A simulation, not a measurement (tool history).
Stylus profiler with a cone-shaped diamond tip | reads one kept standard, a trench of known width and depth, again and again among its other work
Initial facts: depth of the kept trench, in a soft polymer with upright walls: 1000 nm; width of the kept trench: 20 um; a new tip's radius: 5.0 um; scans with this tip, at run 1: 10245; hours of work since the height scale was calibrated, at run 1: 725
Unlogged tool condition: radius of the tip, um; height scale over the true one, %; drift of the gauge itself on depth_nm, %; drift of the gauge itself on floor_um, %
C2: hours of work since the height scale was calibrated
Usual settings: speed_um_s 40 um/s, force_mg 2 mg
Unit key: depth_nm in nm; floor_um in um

{"run": 1, "hour": 0.0, "speed_um_s": 40, "force_mg": 2, "scans with this tip": 10245, "C2": 725, "depth_nm": 1007.76, "floor_um": 11.31}
{"hour": 89.2, "done": "new tip fitted, height scale calibrated"}
{"run": 2, "hour": 100.5, "speed_um_s": 40, "force_mg": 2, "scans with this tip": 104, "C2": 7, "depth_nm": 1005.26, "floor_um": 13.77}
{"run": 3, "hour": 210.2, "speed_um_s": 40, "force_mg": 2, "scans with this tip": 1121, "C2": 79, "depth_nm": 1005.24, "floor_um": 13.48}
{"run": 4, "hour": 311.3, "speed_um_s": 40, "force_mg": 2, "scans with this tip": 2058, "C2": 146, "depth_nm": 1005.71, "floor_um": 13.18}
{"run": 5, "hour": 441.6, "speed_um_s": 40, "force_mg": 2, "scans with this tip": 3265, "C2": 231, "depth_nm": 1005.98, "floor_um": 12.9}
{"run": 6, "hour": 563.6, "speed_um_s": 40, "force_mg": 2, "scans with this tip": 4397, "C2": 311, "depth_nm": 1005.95, "floor_um": 12.63}
{"run": 7, "hour": 690.0, "speed_um_s": 40, "force_mg": 2, "scans with this tip": 5567, "C2": 394, "depth_nm": 1006.25, "floor_um": 12.29}
{"run": 8, "hour": 786.0, "speed_um_s": 40, "force_mg": 2, "scans with this tip": 6457, "C2": 457, "depth_nm": 1006.68, "floor_um": 12.1}
{"run": 9, "hour": 890.6, "speed_um_s": 40, "force_mg": 2, "scans with this tip": 7427, "C2": 525, "depth_nm": 1006.35, "floor_um": 11.86}
{"run": 10, "hour": 950.4, "speed_um_s": 40, "force_mg": 2, "scans with this tip": 7981, "C2": 564, "depth_nm": 1006.79, "floor_um": 11.73}
{"run": 11, "hour": 1059.4, "speed_um_s": 40, "force_mg": 2, "scans with this tip": 8991, "C2": 636, "depth_nm": 1006.84, "floor_um": 11.54}
{"run": 12, "hour": 1189.2, "speed_um_s": 40, "force_mg": 2, "scans with this tip": 10194, "C2": 721, "depth_nm": 1007.43, "floor_um": 11.22}
{"run": 13, "hour": 1246.8, "speed_um_s": 40, "force_mg": 0.73, "scans with this tip": 10728, "C2": 759, "depth_nm": 1005.19, "floor_um": 10.98}
{"hour": 1283.4, "done": "new tip fitted, height scale calibrated"}
{"run": 14, "hour": 1315.1, "speed_um_s": 40, "force_mg": 0.73, "scans with this tip": 293, "C2": 21, "depth_nm": 1002.72, "floor_um": 13.47}
{"run": 15, "hour": 1437.6, "speed_um_s": 40, "force_mg": 0.73, "scans with this tip": 1428, "C2": 101, "depth_nm": 1003.07, "floor_um": 13.24}
{"run": 16, "hour": 1502.0, "speed_um_s": 40, "force_mg": 0.73, "scans with this tip": 2026, "C2": 143, "depth_nm": 1003.28, "floor_um": 13.08}
{"run": 17, "hour": 1601.7, "speed_um_s": 40, "force_mg": 0.73, "scans with this tip": 2949, "C2": 209, "depth_nm": 1003.5, "floor_um": 12.8}
{"run": 18, "hour": 1723.5, "speed_um_s": 40, "force_mg": 0.73, "scans with this tip": 4078, "C2": 288, "depth_nm": 1003.8, "floor_um": 12.48}
{"run": 19, "hour": 1794.6, "speed_um_s": 40, "force_mg": 0.73, "scans with this tip": 4737, "C2": 335, "depth_nm": 1003.73, "floor_um": 12.32}
{"run": 20, "hour": 1914.2, "speed_um_s": 40, "force_mg": 0.73, "scans with this tip": 5846, "C2": 413, "depth_nm": 1004.03, "floor_um": 12.09}
{"run": 21, "hour": 2015.1, "speed_um_s": 40, "force_mg": 2, "scans with this tip": 6781, "C2": 480, "depth_nm": 1006.93, "floor_um": 11.99}
{"run": 22, "hour": 2149.4, "speed_um_s": 40, "force_mg": 1.56, "scans with this tip": 8026, "C2": 568, "depth_nm": 1006.14, "floor_um": 11.68}
{"run": 23, "hour": 2252.3, "speed_um_s": 108, "force_mg": 2, "scans with this tip": 8979, "C2": 635, "depth_nm": 1007.36, "floor_um": 11.24}
{"run": 24, "hour": 2372.8, "speed_um_s": 51, "force_mg": 1.47, "scans with this tip": 10095, "C2": 714, "depth_nm": 1006.61, "floor_um": 11.23}
{"run": 25, "hour": 2445.4, "speed_um_s": 39, "force_mg": 3.47, "scans with this tip": 10769, "C2": 762, "depth_nm": 1010.03, "floor_um": 11.21}
{"hour": 2474.9, "done": "new tip fitted, height scale calibrated"}
{"run": 26, "hour": 2564.4, "speed_um_s": 39, "force_mg": 3.47, "scans with this tip": 830, "C2": 59, "depth_nm": 1007.11, "floor_um": 13.7}
{"hour": 2577.5, "done": "height scale calibrated on a step standard"}
{"run": 27, "hour": 2663.5, "speed_um_s": 12, "force_mg": 2.59, "scans with this tip": 1743, "C2": 56, "depth_nm": 1005.91, "floor_um": 13.48}
{"run": 28, "hour": 2793.9, "speed_um_s": 14, "force_mg": 2.98, "scans with this tip": 2953, "C2": 142, "depth_nm": 1007.07, "floor_um": 13.2}
{"hour": 2878.5, "done": "height scale calibrated on a step standard, once more"}
{"run": 29, "hour": 2879.3, "speed_um_s": 24, "force_mg": 1.74, "scans with this tip": 3739, "C2": 1, "depth_nm": 1004.43, "floor_um": 12.98}
{"run": 30, "hour": 2949.6, "speed_um_s": 24, "force_mg": 1.74, "scans with this tip": 4390, "C2": 47, "depth_nm": 1004.37, "floor_um": 12.82}
{"run": 31, "hour": 3054.8, "speed_um_s": 24, "force_mg": 1.74, "scans with this tip": 5365, "C2": 116, "depth_nm": 1004.62, "floor_um": 12.55}
{"run": 32, "hour": 3157.4, "speed_um_s": 40, "force_mg": 2.34, "scans with this tip": 6316, "C2": 183, "depth_nm": 1005.89, "floor_um": 12.22}
{"run": 33, "hour": 3215.3, "speed_um_s": 59, "force_mg": 2, "scans with this tip": 6853, "C2": 221, "depth_nm": 1005.34, "floor_um": 12.06}
{"run": 34, "hour": 3308.9, "speed_um_s": 59, "force_mg": 5.24, "scans with this tip": 7720, "C2": 282, "depth_nm": 1010.43, "floor_um": 11.91}
{"run": 35, "hour": 3439.3, "speed_um_s": 26, "force_mg": 5.24, "scans with this tip": 8929, "C2": 368, "depth_nm": 1010.39, "floor_um": 11.75}
{"run": 36, "hour": 3563.2, "speed_um_s": 15, "force_mg": 1.18, "scans with this tip": 10077, "C2": 449, "depth_nm": 1005.18, "floor_um": 11.43}
{"hour": 3663.7, "done": "new tip fitted, height scale calibrated"}
{"run": 37, "hour": 3681.0, "speed_um_s": 108, "force_mg": 5.92, "scans with this tip": 160, "C2": 11, "depth_nm": 1010.57, "floor_um": 13.61}
{"run": 38, "hour": 3743.4, "speed_um_s": 40, "force_mg": 2.74, "scans with this tip": 738, "C2": 52, "depth_nm": 1006.59, "floor_um": 13.56}
{"run": 39, "hour": 3860.6, "speed_um_s": 42, "force_mg": 0.69, "scans with this tip": 1825, "C2": 129, "depth_nm": 1003.2, "floor_um": 13.11}
{"run": 40, "hour": 3974.8, "speed_um_s": 40, "force_mg": 2.32, "scans with this tip": 2883, "C2": 204, "depth_nm": 1006.24, "floor_um": 12.94}
{"run": 41, "hour": 4092.7, "speed_um_s": 40, "force_mg": 2.32, "scans with this tip": 3976, "C2": 281, "depth_nm": 1006.74, "floor_um": 12.63}
{"run": 42, "hour": 4180.7, "speed_um_s": 63, "force_mg": 3.1, "scans with this tip": 4792, "C2": 339, "depth_nm": 1007.93, "floor_um": 12.44}
{"run": 43, "hour": 4293.9, "speed_um_s": 55, "force_mg": 2, "scans with this tip": 5841, "C2": 413, "depth_nm": 1006.09, "floor_um": 12.12}
{"run": 44, "hour": 4356.5, "speed_um_s": 55, "force_mg": 2, "scans with this tip": 6421, "C2": 454, "depth_nm": 1006.48, "floor_um": 11.96}
{"run": 45, "hour": 4451.1, "speed_um_s": 121, "force_mg": 3.19, "scans with this tip": 7298, "C2": 516, "depth_nm": 1008.7, "floor_um": 11.64}
{"run": 46, "hour": 4520.1, "speed_um_s": 39, "force_mg": 2.94, "scans with this tip": 7937, "C2": 561, "depth_nm": 1008.35, "floor_um": 11.69}

For some of the steps in depth_nm from one run to the next: how much would appear even if the tool had no hidden state, given the settings, what came in and random variation, and how much remains for the hidden state plus any gauge scatter that the measured result and the result without hidden state don't share?
Run 1 -> 2: new tip fitted, height scale calibrated. depth_nm -2.5 nm: hidden state -2.52, all else +0.02.
Run 13 -> 14: new tip fitted, height scale calibrated. depth_nm -2.47 nm: hidden state -2.16, all else -0.31.
Run 25 -> 26: new tip fitted, height scale calibrated. depth_nm -2.92 nm: hidden state -2.93, all else +0.01.
Run 33 -> 34: force_mg 2 -> 5.24. depth_nm +5.09 nm: hidden state +0.21, all else +4.88.
Run 35 -> 36: speed_um_s 26 -> 15, force_mg 5.24 -> 1.18. depth_nm -5.21 nm: hidden state +0.25, all else -5.46.
Run 36 -> 37: speed_um_s 15 -> 108, force_mg 1.18 -> 5.92, new tip fitted, height scale calibrated. depth_nm +5.39 nm: hidden state -1.14, all else +6.53.
